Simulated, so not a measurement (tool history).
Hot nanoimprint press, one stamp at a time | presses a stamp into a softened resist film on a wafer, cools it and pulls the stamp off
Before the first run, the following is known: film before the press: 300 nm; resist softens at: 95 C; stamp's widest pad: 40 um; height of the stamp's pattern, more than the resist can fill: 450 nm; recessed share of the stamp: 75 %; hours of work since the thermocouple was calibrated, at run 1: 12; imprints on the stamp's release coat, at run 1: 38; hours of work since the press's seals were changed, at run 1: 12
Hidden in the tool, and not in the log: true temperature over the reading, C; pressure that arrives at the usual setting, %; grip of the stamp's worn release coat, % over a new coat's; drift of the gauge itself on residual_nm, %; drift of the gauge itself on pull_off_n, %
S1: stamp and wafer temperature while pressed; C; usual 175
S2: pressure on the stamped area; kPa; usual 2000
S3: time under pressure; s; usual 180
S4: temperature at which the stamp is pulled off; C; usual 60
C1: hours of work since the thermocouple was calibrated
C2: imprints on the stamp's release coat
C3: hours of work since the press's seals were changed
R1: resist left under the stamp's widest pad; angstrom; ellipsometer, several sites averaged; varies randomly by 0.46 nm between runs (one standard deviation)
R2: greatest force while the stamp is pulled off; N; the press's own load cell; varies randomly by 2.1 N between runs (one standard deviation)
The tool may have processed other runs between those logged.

run 1 day=0.000 | S1=175 S2=2000 S3=180 S4=60 | C1=12 C2=38 C3=12 | R1=1321 R2=173
run 2 day=1.112 | S1=175 S2=2000 S3=180 S4=60 | C1=28 C2=86 C3=28 | R1=1323 R2=173
run 3 day=2.733 | S1=175 S2=2000 S3=190 S4=60 | C1=50 C2=156 C3=50 | R1=1298 R2=177
run 4 day=4.117 | S1=175 S2=2000 S3=190 S4=60 | C1=69 C2=216 C3=69 | R1=1301 R2=172
run 5 day=4.904 | S1=175 S2=2000 S3=190 S4=60 | C1=79 C2=249 C3=79 | R1=1304 R2=176
run 6 day=6.100 | S1=175 S2=2000 S3=190 S4=60 | C1=96 C2=301 C3=96 | R1=1295 R2=178
run 7 day=7.954 | S1=175 S2=2000 S3=190 S4=60 | C1=121 C2=381 C3=121 | R1=1309 R2=172
run 8 day=8.925 | S1=175 S2=1620 S3=180 S4=60 | C1=134 C2=423 C3=134 | R1=1476 R2=178
run 9 day=9.992 | S1=175 S2=2000 S3=180 S4=60 | C1=149 C2=469 C3=149 | R1=1324 R2=174
run 10 day=11.862 | S1=175 S2=2000 S3=180 S4=60 | C1=174 C2=549 C3=174 | R1=1330 R2=172
run 11 day=13.488 | S1=175 S2=2000 S3=180 S4=60 | C1=197 C2=619 C3=197 | R1=1332 R2=176
run 12 day=14.504 | S1=175 S2=2000 S3=180 S4=51 | C1=211 C2=663 C3=211 | R1=1338 R2=193
run 13 day=16.350 | S1=175 S2=2000 S3=180 S4=59 | C1=236 C2=742 C3=236 | R1=1336 R2=177
run 14 day=18.200 | S1=175 S2=2000 S3=180 S4=57 | C1=261 C2=822 C3=261 | R1=1341 R2=185
run 15 day=19.850 | S1=175 S2=2000 S3=180 S4=57 | C1=284 C2=893 C3=284 | R1=1340 R2=184
run 16 day=20.721 | S1=164 S2=2000 S3=180 S4=49 | C1=296 C2=930 C3=296 | R1=1870 R2=200
run 17 day=21.517 | S1=175 S2=2000 S3=180 S4=52 | C1=306 C2=965 C3=306 | R1=1338 R2=197
run 18 day=23.450 | S1=175 S2=2000 S3=180 S4=52 | C1=333 C2=1048 C3=333 | R1=1340 R2=197
run 19 day=24.329 | S1=172 S2=2000 S3=180 S4=63 | C1=345 C2=1086 C3=345 | R1=1470 R2=163
run 20 day=25.212 | S1=171 S2=2000 S3=180 S4=59 | C1=357 C2=1124 C3=357 | R1=1524 R2=173
run 21 day=26.829 | S1=171 S2=2000 S3=180 S4=45 | C1=379 C2=1193 C3=379 | R1=1518 R2=213
run 22 day=28.038 | S1=180 S2=2000 S3=97 S4=52 | C1=396 C2=1245 C3=396 | R1=1432 R2=197
run 23 day=29.254 | S1=184 S2=2460 S3=97 S4=56 | C1=412 C2=1298 C3=412 | R1=1136 R2=185
run 24 day=30.854 | S1=185 S2=3090 S3=162 S4=49 | C1=434 C2=1367 C3=434 | R1=805 R2=201
-- day=31.212 stamp cleaned and given a new release coat
-- day=31.354 gauge calibrated
-- day=32.008 plate thermocouple calibrated
run 25 day=32.542 | S1=167 S2=2000 S3=244 S4=65 | C1=7 C2=52 C3=452 | R1=1541 R2=157
run 26 day=34.333 | S1=167 S2=2000 S3=244 S4=65 | C1=32 C2=129 C3=477 | R1=1537 R2=162
run 27 day=36.275 | S1=179 S2=2000 S3=244 S4=49 | C1=58 C2=213 C3=503 | R1=1054 R2=202
run 28 day=37.692 | S1=179 S2=2000 S3=244 S4=49 | C1=78 C2=274 C3=522 | R1=1046 R2=203
run 29 day=39.133 | S1=175 S2=2140 S3=180 S4=60 | C1=97 C2=336 C3=542 | R1=1274 R2=171
run 30 day=40.079 | S1=171 S2=2140 S3=180 S4=60 | C1=110 C2=377 C3=555 | R1=1459 R2=174

For some of the steps in R1 from one run to the next: how much would appear even if the tool had no hidden state, given the settings, what came in and random variation, and how much remains for the hidden state plus any gauge scatter that the measured result and the result without hidden state don't share?
Run 15 -> 16: S1 175 -> 164, S4 57 -> 49. R1 +530 angstrom: hidden state +7, all else +523.
Run 16 -> 17: S1 164 -> 175, S4 49 -> 52. R1 -532 angstrom: hidden state -6, all else -526.
Run 24 -> 25: S1 185 -> 167, S2 3090 -> 2000, S3 162 -> 244, S4 49 -> 65, stamp cleaned and given a new release coat, gauge calibrated, plate thermocouple calibrated. R1 +736 angstrom: hidden state -15, all else +751.
